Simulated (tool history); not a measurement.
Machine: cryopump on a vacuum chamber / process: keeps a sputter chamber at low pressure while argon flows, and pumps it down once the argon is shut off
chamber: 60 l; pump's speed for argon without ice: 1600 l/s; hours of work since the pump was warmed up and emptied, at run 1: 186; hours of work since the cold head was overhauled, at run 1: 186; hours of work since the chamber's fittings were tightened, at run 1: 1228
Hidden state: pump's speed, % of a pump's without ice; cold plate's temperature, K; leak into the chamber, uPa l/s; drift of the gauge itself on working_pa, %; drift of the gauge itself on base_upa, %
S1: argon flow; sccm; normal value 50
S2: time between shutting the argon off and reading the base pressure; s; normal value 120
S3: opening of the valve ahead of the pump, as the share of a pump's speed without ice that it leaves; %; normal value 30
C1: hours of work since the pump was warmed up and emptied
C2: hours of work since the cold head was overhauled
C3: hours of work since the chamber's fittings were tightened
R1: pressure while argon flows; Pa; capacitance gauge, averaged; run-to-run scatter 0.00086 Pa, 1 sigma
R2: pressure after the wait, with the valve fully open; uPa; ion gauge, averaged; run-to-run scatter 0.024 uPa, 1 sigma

run   hour  S1   S2  S3   C1   C2    C3      R1    R2
  1      0  50  120  30  186  186  1228  0.1822   2.5
  2   56.6  50  120  30  212  212  1253  0.1819  2.55
  3  118.4  50  120  30  239  239  1281  0.1832  2.59
  4    207  50  120  30  279  279  1320  0.1821  2.69
  5    251  50  120  30  299  299  1340  0.1841  2.69
  6  323.6  63  120  30  331  331  1373  0.2326  2.68
  7  380.9  63  227  30  357  357  1398   0.232  2.43
  8  471.9  63  227  30  398  398  1439  0.2345  2.57
  9  563.4  47   48  30  439  439  1480  0.1765  4.16
     616.7  -- leaking fittings of the chamber tightened, without venting
 10  647.6  50  121  21  476  476    14  0.2632  1.05
 11  686.8  45  161  17  493  493    31  0.2932  0.86
 12    747  31  161  26  520  520    58  0.1357  0.88
 13  833.1  31  161  26  559  559    97   0.134  0.99
 14  892.8  31  161  26  586  586   124  0.1366  1.01
 15  974.9  25   63  36  623  623   161  0.0828  1.99

What if the next run were any one of these 4? Each begins from the tool's condition after run 15:
  A  1027.3  98   44  45  646  646  184   ?   ?
  B  1027.3  50  120  51  646  646  184   ?   ?
  C  1027.3  22   40  30  646  646  184   ?   ?
  D  1027.3  35   28  15  646  646  184   ?   ?

run      R1    R2
  A  0.2673  2.72
  B  0.1223  1.33
  C  0.0857  2.82
  D  0.2594  3.88
With no hidden state in the tool, these same runs would have given:
run      R1    R2
  A  0.2297  2.32
  B  0.1032  0.94
  C  0.0772  2.43
  D   0.246  3.48

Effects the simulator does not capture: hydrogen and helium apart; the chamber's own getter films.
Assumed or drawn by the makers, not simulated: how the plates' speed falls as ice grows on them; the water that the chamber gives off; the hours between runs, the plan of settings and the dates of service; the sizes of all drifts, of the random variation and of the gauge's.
